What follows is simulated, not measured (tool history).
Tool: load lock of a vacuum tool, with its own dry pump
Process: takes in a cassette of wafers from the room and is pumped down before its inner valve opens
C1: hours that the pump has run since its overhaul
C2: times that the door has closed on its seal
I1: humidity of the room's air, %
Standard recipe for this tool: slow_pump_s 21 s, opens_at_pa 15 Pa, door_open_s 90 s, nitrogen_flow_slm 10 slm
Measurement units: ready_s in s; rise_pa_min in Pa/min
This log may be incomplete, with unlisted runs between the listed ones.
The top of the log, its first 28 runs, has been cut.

{"run": 29, "hour": 4564.5, "slow_pump_s": 28, "opens_at_pa": 27, "door_open_s": 39, "nitrogen_flow_slm": 6, "C1": 11954, "C2": 20871, "I1": 41.4, "ready_s": 36.0, "rise_pa_min": 0.181}
{"run": 30, "hour": 4721.2, "slow_pump_s": 20, "opens_at_pa": 27, "door_open_s": 138, "nitrogen_flow_slm": 6, "C1": 12110, "C2": 21360, "I1": 47.8, "ready_s": 28.4, "rise_pa_min": 0.216}
{"run": 31, "hour": 4893.3, "slow_pump_s": 20, "opens_at_pa": 27, "door_open_s": 138, "nitrogen_flow_slm": 6, "C1": 12282, "C2": 21897, "I1": 41.4, "ready_s": 28.9, "rise_pa_min": 0.21}
{"run": 32, "hour": 5126.1, "slow_pump_s": 40, "opens_at_pa": 12, "door_open_s": 33, "nitrogen_flow_slm": 6, "C1": 12515, "C2": 22623, "I1": 44.5, "ready_s": 47.7, "rise_pa_min": 0.191}
{"run": 33, "hour": 5333.7, "slow_pump_s": 41, "opens_at_pa": 15, "door_open_s": 179, "nitrogen_flow_slm": 5, "C1": 12723, "C2": 23270, "I1": 45.2, "ready_s": 48.3, "rise_pa_min": 0.243}
{"run": 34, "hour": 5496.9, "slow_pump_s": 21, "opens_at_pa": 15, "door_open_s": 90, "nitrogen_flow_slm": 5, "C1": 12886, "C2": 23780, "I1": 44.5, "ready_s": 30.5, "rise_pa_min": 0.227}
{"run": 35, "hour": 5633.5, "slow_pump_s": 25, "opens_at_pa": 15, "door_open_s": 90, "nitrogen_flow_slm": 5, "C1": 13022, "C2": 24206, "I1": 43.0, "ready_s": 34.1, "rise_pa_min": 0.23}
{"run": 36, "hour": 5864.5, "slow_pump_s": 25, "opens_at_pa": 15, "door_open_s": 90, "nitrogen_flow_slm": 5, "C1": 13253, "C2": 24927, "I1": 46.8, "ready_s": 34.5, "rise_pa_min": 0.24}

Predict each of these 5 candidate next runs independently; none follows another, all start after run 36:
{"run": "A", "hour": 6103.3, "slow_pump_s": 17, "opens_at_pa": 12, "door_open_s": 70, "nitrogen_flow_slm": 10, "C1": 13492, "C2": 25672, "I1": 44.2, "ready_s": "?", "rise_pa_min": "?"}
{"run": "B", "hour": 6103.3, "slow_pump_s": 23, "opens_at_pa": 29, "door_open_s": 90, "nitrogen_flow_slm": 5, "C1": 13492, "C2": 25672, "I1": 41.7, "ready_s": "?", "rise_pa_min": "?"}
{"run": "C", "hour": 6103.3, "slow_pump_s": 25, "opens_at_pa": 15, "door_open_s": 204, "nitrogen_flow_slm": 6, "C1": 13492, "C2": 25672, "I1": 47.8, "ready_s": "?", "rise_pa_min": "?"}
{"run": "D", "hour": 6103.3, "slow_pump_s": 21, "opens_at_pa": 15, "door_open_s": 43, "nitrogen_flow_slm": 16, "C1": 13492, "C2": 25672, "I1": 39.6, "ready_s": "?", "rise_pa_min": "?"}
{"run": "E", "hour": 6103.3, "slow_pump_s": 25, "opens_at_pa": 15, "door_open_s": 97, "nitrogen_flow_slm": 17, "C1": 13492, "C2": 25672, "I1": 47.6, "ready_s": "?", "rise_pa_min": "?"}

run=A ready_s=27.6 rise_pa_min=0.244
run=B ready_s=31.5 rise_pa_min=0.250
run=C ready_s=34.1 rise_pa_min=0.277
run=D ready_s=30.9 rise_pa_min=0.224
run=E ready_s=34.3 rise_pa_min=0.241
With the hidden condition removed and each run's random variation left untouched, the same runs would have given:
run=A ready_s=26.0 rise_pa_min=0.047
run=B ready_s=30.2 rise_pa_min=0.056
run=C ready_s=32.8 rise_pa_min=0.082
run=D ready_s=29.4 rise_pa_min=0.032
run=E ready_s=32.9 rise_pa_min=0.048

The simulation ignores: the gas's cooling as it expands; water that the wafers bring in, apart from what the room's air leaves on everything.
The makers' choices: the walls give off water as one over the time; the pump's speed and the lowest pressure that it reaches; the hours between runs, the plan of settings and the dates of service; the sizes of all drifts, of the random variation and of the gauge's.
